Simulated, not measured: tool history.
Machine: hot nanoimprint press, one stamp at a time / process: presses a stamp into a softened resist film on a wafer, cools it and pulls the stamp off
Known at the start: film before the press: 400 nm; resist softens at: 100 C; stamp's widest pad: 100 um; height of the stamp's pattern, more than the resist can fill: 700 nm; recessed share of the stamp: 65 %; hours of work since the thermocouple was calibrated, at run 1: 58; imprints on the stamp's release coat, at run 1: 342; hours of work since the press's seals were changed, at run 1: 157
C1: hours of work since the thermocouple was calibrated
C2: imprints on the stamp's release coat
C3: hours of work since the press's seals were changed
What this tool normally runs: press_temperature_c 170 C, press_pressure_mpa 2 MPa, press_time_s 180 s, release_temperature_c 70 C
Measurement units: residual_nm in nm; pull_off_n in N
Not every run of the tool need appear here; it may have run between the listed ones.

run 1 day=0 | press_temperature_c=170 press_pressure_mpa=2 press_time_s=180 release_temperature_c=70 | C1=58 C2=342 C3=157 | residual_nm=200.7 pull_off_n=116
run 2 day=1.108 | press_temperature_c=170 press_pressure_mpa=2 press_time_s=180 release_temperature_c=70 | C1=76 C2=445 C3=174 | residual_nm=201.2 pull_off_n=115
run 3 day=2.671 | press_temperature_c=166 press_pressure_mpa=2 press_time_s=180 release_temperature_c=70 | C1=100 C2=591 C3=199 | residual_nm=235.1 pull_off_n=117
run 4 day=4.742 | press_temperature_c=166 press_pressure_mpa=2 press_time_s=180 release_temperature_c=70 | C1=133 C2=784 C3=232 | residual_nm=236.5 pull_off_n=126
run 5 day=6.183 | press_temperature_c=166 press_pressure_mpa=2 press_time_s=180 release_temperature_c=70 | C1=156 C2=918 C3=255 | residual_nm=237.7 pull_off_n=127
run 6 day=7.904 | press_temperature_c=170 press_pressure_mpa=2 press_time_s=180 release_temperature_c=70 | C1=183 C2=1079 C3=282 | residual_nm=204 pull_off_n=132
run 7 day=9.404 | press_temperature_c=170 press_pressure_mpa=2 press_time_s=180 release_temperature_c=70 | C1=207 C2=1218 C3=306 | residual_nm=205 pull_off_n=138
run 8 day=10.262 | press_temperature_c=170 press_pressure_mpa=2 press_time_s=138 release_temperature_c=70 | C1=220 C2=1299 C3=319 | residual_nm=225.3 pull_off_n=140
-- day=12.083 stamp cleaned and given a new release coat
run 9 day=12.158 | press_temperature_c=170 press_pressure_mpa=2 press_time_s=180 release_temperature_c=70 | C1=246 C2=7 C3=345 | residual_nm=205.2 pull_off_n=108
run 10 day=14.042 | press_temperature_c=170 press_pressure_mpa=2 press_time_s=180 release_temperature_c=70 | C1=276 C2=183 C3=375 | residual_nm=206.1 pull_off_n=110
run 11 day=15.383 | press_temperature_c=170 press_pressure_mpa=2 press_time_s=180 release_temperature_c=70 | C1=297 C2=308 C3=396 | residual_nm=207 pull_off_n=116
run 12 day=16.329 | press_temperature_c=170 press_pressure_mpa=2 press_time_s=180 release_temperature_c=70 | C1=312 C2=396 C3=411 | residual_nm=207 pull_off_n=118
-- day=18.054 plate thermocouple calibrated
run 13 day=18.054 | press_temperature_c=170 press_pressure_mpa=2 press_time_s=180 release_temperature_c=70 | C1=0 C2=545 C3=437 | residual_nm=210.1 pull_off_n=120
run 14 day=19.188 | press_temperature_c=170 press_pressure_mpa=2 press_time_s=180 release_temperature_c=70 | C1=18 C2=651 C3=455 | residual_nm=209.9 pull_off_n=127
run 15 day=20.346 | press_temperature_c=170 press_pressure_mpa=2 press_time_s=180 release_temperature_c=70 | C1=36 C2=759 C3=473 | residual_nm=209.5 pull_off_n=132
run 16 day=21.988 | press_temperature_c=176 press_pressure_mpa=2 press_time_s=290 release_temperature_c=70 | C1=62 C2=912 C3=499 | residual_nm=136.7 pull_off_n=136
run 17 day=24.05 | press_temperature_c=158 press_pressure_mpa=2 press_time_s=193 release_temperature_c=75 | C1=95 C2=1104 C3=531 | residual_nm=310.9 pull_off_n=121
run 18 day=24.954 | press_temperature_c=158 press_pressure_mpa=2.37 press_time_s=327 release_temperature_c=77 | C1=109 C2=1188 C3=546 | residual_nm=263.5 pull_off_n=112
run 19 day=26.779 | press_temperature_c=158 press_pressure_mpa=2.37 press_time_s=327 release_temperature_c=77 | C1=138 C2=1358 C3=575 | residual_nm=264.4 pull_off_n=120
-- day=27.862 stamp cleaned and given a new release coat
run 20 day=28.975 | press_temperature_c=160 press_pressure_mpa=2.2 press_time_s=180 release_temperature_c=61 | C1=169 C2=104 C3=605 | residual_nm=293.8 pull_off_n=144
-- day=30.092 plate thermocouple calibrated, once more
run 21 day=30.267 | press_temperature_c=170 press_pressure_mpa=2 press_time_s=119 release_temperature_c=70 | C1=3 C2=212 C3=624 | residual_nm=232.6 pull_off_n=109
run 22 day=31.304 | press_temperature_c=161 press_pressure_mpa=2 press_time_s=180 release_temperature_c=70 | C1=19 C2=309 C3=640 | residual_nm=280.5 pull_off_n=114
run 23 day=33.054 | press_temperature_c=161 press_pressure_mpa=2 press_time_s=180 release_temperature_c=70 | C1=47 C2=472 C3=668 | residual_nm=281 pull_off_n=118
run 24 day=35.083 | press_temperature_c=181 press_pressure_mpa=2 press_time_s=114 release_temperature_c=62 | C1=79 C2=662 C3=700 | residual_nm=157 pull_off_n=155
run 25 day=36.662 | press_temperature_c=163 press_pressure_mpa=1.28 press_time_s=151 release_temperature_c=65 | C1=104 C2=809 C3=725 | residual_nm=310.5 pull_off_n=145
run 26 day=37.875 | press_temperature_c=170 press_pressure_mpa=2 press_time_s=246 release_temperature_c=55 | C1=123 C2=922 C3=744 | residual_nm=182.6 pull_off_n=183
run 27 day=39.121 | press_temperature_c=170 press_pressure_mpa=2 press_time_s=246 release_temperature_c=55 | C1=143 C2=1038 C3=764 | residual_nm=183.3 pull_off_n=180
run 28 day=40.704 | press_temperature_c=170 press_pressure_mpa=1.93 press_time_s=360 release_temperature_c=68 | C1=168 C2=1186 C3=789 | residual_nm=160.6 pull_off_n=142
run 29 day=41.838 | press_temperature_c=161 press_pressure_mpa=1.86 press_time_s=190 release_temperature_c=68 | C1=186 C2=1291 C3=807 | residual_nm=287.4 pull_off_n=144

Here are 4 independent what-if runs from the current tool condition. What would each one return?
-- day=43.738 stamp cleaned and given a new release coat
run A day=44.067 | press_temperature_c=161 press_pressure_mpa=1.86 press_time_s=190 release_temperature_c=69 | C1=217 C2=31 C3=838 | residual_nm=? pull_off_n=?
-- day=43.738 stamp cleaned and given a new release coat
run B day=44.067 | press_temperature_c=161 press_pressure_mpa=1.25 press_time_s=190 release_temperature_c=65 | C1=217 C2=31 C3=838 | residual_nm=? pull_off_n=?
-- day=43.738 stamp cleaned and given a new release coat
run C day=44.067 | press_temperature_c=161 press_pressure_mpa=2.86 press_time_s=190 release_temperature_c=68 | C1=217 C2=31 C3=838 | residual_nm=? pull_off_n=?
-- day=43.738 stamp cleaned and given a new release coat
run D day=44.067 | press_temperature_c=161 press_pressure_mpa=1.86 press_time_s=111 release_temperature_c=68 | C1=217 C2=31 C3=838 | residual_nm=? pull_off_n=?

run=A residual_nm=286.9 pull_off_n=113
run=B residual_nm=315.6 pull_off_n=121
run=C residual_nm=253.7 pull_off_n=116
run=D residual_nm=320.8 pull_off_n=115
Without the tool's hidden state the same runs would have given:
run=A residual_nm=280.7 pull_off_n=111
run=B residual_nm=310.8 pull_off_n=119
run=C residual_nm=245.8 pull_off_n=114
run=D residual_nm=315.6 pull_off_n=113

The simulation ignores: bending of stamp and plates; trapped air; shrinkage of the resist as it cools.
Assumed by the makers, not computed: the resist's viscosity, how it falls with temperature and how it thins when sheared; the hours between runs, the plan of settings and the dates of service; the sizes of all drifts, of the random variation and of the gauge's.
